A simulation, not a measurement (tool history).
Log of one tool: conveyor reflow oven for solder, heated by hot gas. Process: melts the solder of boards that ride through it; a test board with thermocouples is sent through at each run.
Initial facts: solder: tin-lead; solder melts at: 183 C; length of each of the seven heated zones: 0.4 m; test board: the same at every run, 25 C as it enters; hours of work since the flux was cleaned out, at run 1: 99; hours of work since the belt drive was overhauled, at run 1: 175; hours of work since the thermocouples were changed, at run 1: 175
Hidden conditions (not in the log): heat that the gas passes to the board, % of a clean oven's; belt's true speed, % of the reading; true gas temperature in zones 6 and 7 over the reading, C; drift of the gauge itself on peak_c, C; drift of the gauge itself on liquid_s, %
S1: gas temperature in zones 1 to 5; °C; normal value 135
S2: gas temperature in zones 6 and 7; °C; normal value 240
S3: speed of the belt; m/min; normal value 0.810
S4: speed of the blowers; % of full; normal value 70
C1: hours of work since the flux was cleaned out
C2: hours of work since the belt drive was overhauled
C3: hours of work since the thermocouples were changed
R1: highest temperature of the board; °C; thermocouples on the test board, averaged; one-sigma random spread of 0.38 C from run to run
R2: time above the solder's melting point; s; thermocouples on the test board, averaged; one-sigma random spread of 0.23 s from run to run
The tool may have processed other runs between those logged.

| run | hour | S1 | S2 | S3 | S4 | C1 | C2 | C3 | R1 | R2 |
|---|---|---|---|---|---|---|---|---|---|---|
| 1 | 0.0 | 135 | 240 | 0.810 | 70 | 99 | 175 | 175 | 219.4 | 44.6 |
| 2 | 9.2 | 135 | 240 | 0.810 | 70 | 105 | 181 | 181 | 219.4 | 44.8 |
| 3 | 14.9 | 135 | 240 | 0.810 | 70 | 109 | 184 | 184 | 219.1 | 45.2 |
| 4 | 20.2 | 135 | 240 | 0.810 | 70 | 113 | 188 | 188 | 218.9 | 45.1 |
| 5 | 27.8 | 135 | 240 | 0.810 | 70 | 118 | 193 | 193 | 218.9 | 44.6 |
| 6 | 33.1 | 135 | 240 | 0.810 | 70 | 121 | 196 | 196 | 219.3 | 44.7 |
| 7 | 43.3 | 135 | 240 | 0.755 | 70 | 128 | 203 | 203 | 222.5 | 49.8 |
| 8 | 50.4 | 135 | 240 | 0.755 | 70 | 132 | 208 | 208 | 221.8 | 49.9 |
| 9 | 58.3 | 135 | 240 | 0.755 | 70 | 137 | 213 | 213 | 221.1 | 49.7 |
| 10 | 66.1 | 130 | 240 | 0.755 | 70 | 143 | 218 | 218 | 221.1 | 48.1 |
| 11 | 75.5 | 130 | 240 | 0.755 | 70 | 149 | 224 | 224 | 220.6 | 47.9 |
| 12 | 82.2 | 130 | 240 | 0.755 | 70 | 153 | 228 | 228 | 220.5 | 48.2 |
| 13 | 87.3 | 135 | 240 | 0.755 | 70 | 156 | 232 | 232 | 221.7 | 49.7 |
| 14 | 97.8 | 135 | 240 | 0.755 | 70 | 163 | 239 | 239 | 220.9 | 49.7 |
| 15 | 105.5 | 135 | 240 | 0.755 | 70 | 168 | 244 | 244 | 221.4 | 49.7 |
| 16 | 112.9 | 148 | 230 | 0.810 | 70 | 173 | 248 | 248 | 213.3 | 44.5 |
| 17 | 117.8 | 148 | 230 | 0.810 | 70 | 176 | 252 | 252 | 212.7 | 44.7 |
| 18 | 128.6 | 135 | 249 | 0.810 | 70 | 183 | 259 | 259 | 226.5 | 49.0 |
| 19 | 135.4 | 134 | 237 | 0.762 | 54 | 188 | 263 | 263 | 213.3 | 43.1 |
| 20 | 144.6 | 134 | 237 | 0.783 | 54 | 194 | 269 | 269 | 212.1 | 40.4 |
| 21 | 152.6 | 134 | 237 | 0.783 | 54 | 199 | 274 | 274 | 212.6 | 41.1 |
| 22 | 159.8 | 134 | 237 | 0.783 | 54 | 204 | 279 | 279 | 212.2 | 40.7 |
| 23 | 167.2 | 132 | 240 | 0.804 | 70 | 209 | 284 | 284 | 218.3 | 43.6 |
| 24 | 173.2 | 148 | 250 | 0.846 | 51 | 213 | 288 | 288 | 222.5 | 47.5 |
| 25 | 182.8 | 148 | 238 | 0.735 | 73 | 219 | 294 | 294 | 223.1 | 56.6 |
|  | 194.1 | flux residue cleaned out of gas plates and filters |
| 26 | 198.5 | 148 | 238 | 0.735 | 73 | 3 | 301 | 301 | 223.9 | 56.8 |

Estimate the outcome of run 27 from the log above:
| 27 | 204.6 | 123 | 238 | 0.941 | 73 | 7 | 305 | 305 | ? | ? |

{"run 27": {"R1": 210.7, "R2": 31.3}}
Minus the tool's unlogged condition, the same run would have read R1 211.7 °C, R2 31.7 s.

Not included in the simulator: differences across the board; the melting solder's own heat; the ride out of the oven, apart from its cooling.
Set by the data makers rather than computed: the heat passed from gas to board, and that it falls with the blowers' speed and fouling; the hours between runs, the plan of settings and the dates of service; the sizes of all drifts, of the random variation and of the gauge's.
